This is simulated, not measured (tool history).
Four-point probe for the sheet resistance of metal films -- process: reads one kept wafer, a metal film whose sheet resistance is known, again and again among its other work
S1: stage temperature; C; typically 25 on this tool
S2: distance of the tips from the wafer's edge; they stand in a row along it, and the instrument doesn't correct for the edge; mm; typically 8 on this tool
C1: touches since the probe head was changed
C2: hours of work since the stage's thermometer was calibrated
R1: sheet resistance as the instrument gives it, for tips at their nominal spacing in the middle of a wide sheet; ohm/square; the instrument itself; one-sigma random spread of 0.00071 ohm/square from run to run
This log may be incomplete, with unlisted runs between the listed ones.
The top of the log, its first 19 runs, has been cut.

run	hour	S1	S2	C1	C2	R1
20	210.9	30	8	23834	298	3.579056
21	221.7	30	8	24227	304	3.579362
22	234.7	30	8	24695	312	3.578094
# hour 236.5: stage's thermometer calibrated
23	244.3	30	8	25025	5	3.577697
24	255.0	25	8	25414	11	3.581674
25	263.3	25	8	25712	17	3.582748
26	274.5	25	8	26121	24	3.582534
27	283.5	27	12	26444	29	3.574563
28	290.7	27	12	26704	33	3.575226
29	298.7	31	3	26993	38	3.650978
30	312.4	31	3	27491	47	3.650568
31	320.2	22	15	27774	52	3.576740
# hour 325.0: stage's thermometer calibrated, once more
32	335.8	22	15	28320	7	3.577165
33	344.5	30	15	28633	12	3.571886
34	357.8	30	15	29114	20	3.572875
35	370.6	26	19	29578	28	3.573155
36	379.3	34	19	29892	34	3.569116
37	389.2	34	15	30253	40	3.570336
38	397.0	31	21	30535	45	3.571058
39	412.4	29	10	31092	54	3.578300

Run 40 is up next; what results do you expect?
40	427.4	29	10	31633	63	?

Run 40 yielded R1 3.578214 ohm/square.
Without the tool's hidden state the same run would have given R1 3.563128 ohm/square.
